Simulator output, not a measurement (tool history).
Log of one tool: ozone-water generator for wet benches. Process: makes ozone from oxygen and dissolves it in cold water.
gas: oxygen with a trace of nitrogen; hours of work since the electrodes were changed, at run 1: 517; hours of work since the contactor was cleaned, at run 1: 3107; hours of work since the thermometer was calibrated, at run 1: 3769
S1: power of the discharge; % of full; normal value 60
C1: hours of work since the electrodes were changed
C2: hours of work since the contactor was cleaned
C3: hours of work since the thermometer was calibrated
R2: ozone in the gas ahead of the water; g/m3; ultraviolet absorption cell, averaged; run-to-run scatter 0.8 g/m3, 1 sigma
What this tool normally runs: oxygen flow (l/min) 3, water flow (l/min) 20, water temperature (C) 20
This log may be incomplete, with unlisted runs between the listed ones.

{"run": 1, "hour": 0.0, "S1": 60, "oxygen flow (l/min)": 3, "water flow (l/min)": 20, "water temperature (C)": 20, "C1": 517, "C2": 3107, "C3": 3769, "dissolved ozone (ppm)": 9.6, "R2": 123.4}
{"run": 2, "hour": 30.3, "S1": 60, "oxygen flow (l/min)": 3.95, "water flow (l/min)": 20, "water temperature (C)": 20, "C1": 539, "C2": 3129, "C3": 3791, "dissolved ozone (ppm)": 9.9, "R2": 107}
{"run": 3, "hour": 53.1, "S1": 60, "oxygen flow (l/min)": 3.95, "water flow (l/min)": 20, "water temperature (C)": 20, "C1": 555, "C2": 3145, "C3": 3808, "dissolved ozone (ppm)": 10.1, "R2": 107.9}
{"run": 4, "hour": 81.3, "S1": 60, "oxygen flow (l/min)": 3.95, "water flow (l/min)": 20, "water temperature (C)": 20, "C1": 576, "C2": 3166, "C3": 3828, "dissolved ozone (ppm)": 9.9, "R2": 106.2}
{"run": 5, "hour": 123.7, "S1": 60, "oxygen flow (l/min)": 3.95, "water flow (l/min)": 20, "water temperature (C)": 20, "C1": 607, "C2": 3197, "C3": 3859, "dissolved ozone (ppm)": 10, "R2": 108.7}
{"run": 6, "hour": 168.4, "S1": 60, "oxygen flow (l/min)": 3.39, "water flow (l/min)": 20, "water temperature (C)": 20, "C1": 639, "C2": 3229, "C3": 3891, "dissolved ozone (ppm)": 9.6, "R2": 115.5}
{"run": 7, "hour": 197.3, "S1": 60, "oxygen flow (l/min)": 2.41, "water flow (l/min)": 20, "water temperature (C)": 20, "C1": 660, "C2": 3250, "C3": 3912, "dissolved ozone (ppm)": 9.1, "R2": 134.8}
{"run": 8, "hour": 241.0, "S1": 60, "oxygen flow (l/min)": 2.41, "water flow (l/min)": 20, "water temperature (C)": 20, "C1": 692, "C2": 3282, "C3": 3944, "dissolved ozone (ppm)": 9.1, "R2": 134.3}
{"run": 9, "hour": 277.6, "S1": 77, "oxygen flow (l/min)": 2.41, "water flow (l/min)": 20, "water temperature (C)": 20, "C1": 719, "C2": 3309, "C3": 3971, "dissolved ozone (ppm)": 10.9, "R2": 164.3}
{"run": 10, "hour": 307.5, "S1": 77, "oxygen flow (l/min)": 2.41, "water flow (l/min)": 20, "water temperature (C)": 20, "C1": 740, "C2": 3331, "C3": 3993, "dissolved ozone (ppm)": 10.9, "R2": 163.5}
{"run": 11, "hour": 333.3, "S1": 60, "oxygen flow (l/min)": 2.61, "water flow (l/min)": 20, "water temperature (C)": 20, "C1": 759, "C2": 3349, "C3": 4011, "dissolved ozone (ppm)": 9.1, "R2": 129.4}
{"run": 12, "hour": 352.6, "S1": 60, "oxygen flow (l/min)": 2.61, "water flow (l/min)": 20, "water temperature (C)": 20, "C1": 773, "C2": 3363, "C3": 4025, "dissolved ozone (ppm)": 9.3, "R2": 129.7}
{"run": 13, "hour": 392.4, "S1": 60, "oxygen flow (l/min)": 2.61, "water flow (l/min)": 20, "water temperature (C)": 20, "C1": 802, "C2": 3392, "C3": 4054, "dissolved ozone (ppm)": 9.3, "R2": 129.6}
{"run": 14, "hour": 413.4, "S1": 60, "oxygen flow (l/min)": 3, "water flow (l/min)": 20, "water temperature (C)": 20, "C1": 817, "C2": 3408, "C3": 4070, "dissolved ozone (ppm)": 9.5, "R2": 122.2}
{"run": 15, "hour": 454.2, "S1": 76, "oxygen flow (l/min)": 3.9, "water flow (l/min)": 18, "water temperature (C)": 20, "C1": 847, "C2": 3437, "C3": 4099, "dissolved ozone (ppm)": 12.8, "R2": 128.3}
{"run": 16, "hour": 488.4, "S1": 76, "oxygen flow (l/min)": 3.9, "water flow (l/min)": 18, "water temperature (C)": 20, "C1": 872, "C2": 3462, "C3": 4124, "dissolved ozone (ppm)": 12.9, "R2": 130.8}
{"run": 17, "hour": 533.4, "S1": 76, "oxygen flow (l/min)": 3.9, "water flow (l/min)": 18, "water temperature (C)": 20, "C1": 905, "C2": 3495, "C3": 4157, "dissolved ozone (ppm)": 12.7, "R2": 129.7}
{"run": 18, "hour": 563.6, "S1": 60, "oxygen flow (l/min)": 1.99, "water flow (l/min)": 29, "water temperature (C)": 20, "C1": 927, "C2": 3517, "C3": 4179, "dissolved ozone (ppm)": 5.5, "R2": 148.3}
{"run": 19, "hour": 591.9, "S1": 60, "oxygen flow (l/min)": 1.99, "water flow (l/min)": 29, "water temperature (C)": 20, "C1": 947, "C2": 3538, "C3": 4200, "dissolved ozone (ppm)": 5.6, "R2": 147.9}
{"run": 20, "hour": 625.5, "S1": 60, "oxygen flow (l/min)": 1.99, "water flow (l/min)": 29, "water temperature (C)": 20, "C1": 972, "C2": 3562, "C3": 4224, "dissolved ozone (ppm)": 5.9, "R2": 146.5}
{"run": 21, "hour": 669.9, "S1": 60, "oxygen flow (l/min)": 1.99, "water flow (l/min)": 29, "water temperature (C)": 20, "C1": 1004, "C2": 3594, "C3": 4256, "dissolved ozone (ppm)": 5.7, "R2": 146}
{"run": 22, "hour": 688.5, "S1": 60, "oxygen flow (l/min)": 3.07, "water flow (l/min)": 14, "water temperature (C)": 20, "C1": 1018, "C2": 3608, "C3": 4270, "dissolved ozone (ppm)": 12.7, "R2": 119.2}
{"run": 23, "hour": 718.9, "S1": 60, "oxygen flow (l/min)": 3.07, "water flow (l/min)": 14, "water temperature (C)": 20, "C1": 1040, "C2": 3630, "C3": 4292, "dissolved ozone (ppm)": 12.5, "R2": 120.1}
{"run": 24, "hour": 762.7, "S1": 60, "oxygen flow (l/min)": 3.07, "water flow (l/min)": 14, "water temperature (C)": 20, "C1": 1072, "C2": 3662, "C3": 4324, "dissolved ozone (ppm)": 12.7, "R2": 121.6}
{"run": 25, "hour": 807.0, "S1": 63, "oxygen flow (l/min)": 3, "water flow (l/min)": 20, "water temperature (C)": 15, "C1": 1104, "C2": 3694, "C3": 4356, "dissolved ozone (ppm)": 10.3, "R2": 126}
{"run": 26, "hour": 850.8, "S1": 63, "oxygen flow (l/min)": 1.89, "water flow (l/min)": 16, "water temperature (C)": 13, "C1": 1136, "C2": 3726, "C3": 4388, "dissolved ozone (ppm)": 11.3, "R2": 158.3}
{"run": 27, "hour": 881.0, "S1": 52, "oxygen flow (l/min)": 4.16, "water flow (l/min)": 16, "water temperature (C)": 13, "C1": 1158, "C2": 3748, "C3": 4410, "dissolved ozone (ppm)": 11.5, "R2": 94.7}
{"run": 28, "hour": 906.8, "S1": 52, "oxygen flow (l/min)": 1.59, "water flow (l/min)": 13, "water temperature (C)": 19, "C1": 1177, "C2": 3767, "C3": 4429, "dissolved ozone (ppm)": 10.9, "R2": 146.7}

Branching from run 28: 3 alternative next runs. What would each branch give?
{"run": "A", "hour": 938.1, "S1": 60, "oxygen flow (l/min)": 3, "water flow (l/min)": 20, "water temperature (C)": 13, "C1": 1199, "C2": 3789, "C3": 4452, "dissolved ozone (ppm)": "?", "R2": "?"}
{"run": "B", "hour": 938.1, "S1": 52, "oxygen flow (l/min)": 1.81, "water flow (l/min)": 13, "water temperature (C)": 19, "C1": 1199, "C2": 3789, "C3": 4452, "dissolved ozone (ppm)": "?", "R2": "?"}
{"run": "C", "hour": 938.1, "S1": 55, "oxygen flow (l/min)": 2.35, "water flow (l/min)": 16, "water temperature (C)": 20, "C1": 1199, "C2": 3789, "C3": 4452, "dissolved ozone (ppm)": "?", "R2": "?"}

run=A dissolved_ozone_(ppm)=9.9 R2=121.6
run=B dissolved_ozone_(ppm)=11.2 R2=137.1
run=C dissolved_ozone_(ppm)=10.2 R2=125.9
With the hidden condition removed and each run's random variation left untouched, the same runs would have given:
run=A dissolved_ozone_(ppm)=10.9 R2=126.2
run=B dissolved_ozone_(ppm)=12.1 R2=141.7
run=C dissolved_ozone_(ppm)=11.1 R2=130.4

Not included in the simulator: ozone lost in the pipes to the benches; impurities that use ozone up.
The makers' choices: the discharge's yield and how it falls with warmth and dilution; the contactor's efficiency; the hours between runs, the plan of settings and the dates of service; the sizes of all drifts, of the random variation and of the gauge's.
